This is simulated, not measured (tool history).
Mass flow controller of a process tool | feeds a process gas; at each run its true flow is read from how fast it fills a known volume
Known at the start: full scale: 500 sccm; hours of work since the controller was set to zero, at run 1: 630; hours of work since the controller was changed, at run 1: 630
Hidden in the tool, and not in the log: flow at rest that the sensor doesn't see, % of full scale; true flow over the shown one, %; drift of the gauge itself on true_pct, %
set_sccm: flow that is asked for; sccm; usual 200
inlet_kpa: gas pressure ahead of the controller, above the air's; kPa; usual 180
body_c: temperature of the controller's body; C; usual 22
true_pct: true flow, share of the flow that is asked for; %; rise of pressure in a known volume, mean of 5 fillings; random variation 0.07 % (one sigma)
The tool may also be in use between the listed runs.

run    hour  set_sccm  inlet_kpa  body_c  hours of work since the controller was set to zero  hours of work since the controller was changed  true_pct
  1     0.0       200        180      22                                                 630                                             630     98.29
  2   213.9       200        180      22                                                 733                                             733     98.40
  3   417.8       189        180      22                                                 832                                             832     98.19
  4   638.4       189        180      22                                                 939                                             939     98.24
  5   862.5       189        180      22                                                1048                                            1048     98.20
  6  1030.4       189        180      22                                                1129                                            1129     98.33
  7  1270.5       200        232      22                                                1246                                            1246     98.02
  8  1427.3       200        180      22                                                1322                                            1322     98.39
  9  1536.8       200        180      22                                                1375                                            1375     98.32
 10  1804.6       100        180      32                                                1504                                            1504     97.18
 11  1959.2       100        180      32                                                1579                                            1579     97.22
 12  2182.8       413        180      34                                                1688                                            1688     99.22
 13  2332.4        55        237      28                                                1760                                            1760     96.73
 14  2579.0       274        235      33                                                1880                                            1880     97.97
 15  2771.1        80        149      27                                                1973                                            1973     97.55
 16  3012.8       216        154      27                                                2090                                            2090     98.37
 17  3272.1        90        147      27                                                2216                                            2216     97.62
 18  3432.0        90        147      27                                                2293                                            2293     97.60

Forecast each of these 3 alternatives for the next run:
  A  3575.9       251        180      21                                                2363                                            2363         ?
  B  3575.9       392        168      30                                                2363                                            2363         ?
  C  3575.9        90        187      27                                                2363                                            2363         ?

run  true_pct
  A     98.82
  B     99.31
  C     97.18
Without the tool's hidden state the same runs would have given:
run  true_pct
  A     98.82
  B     99.31
  C     97.17
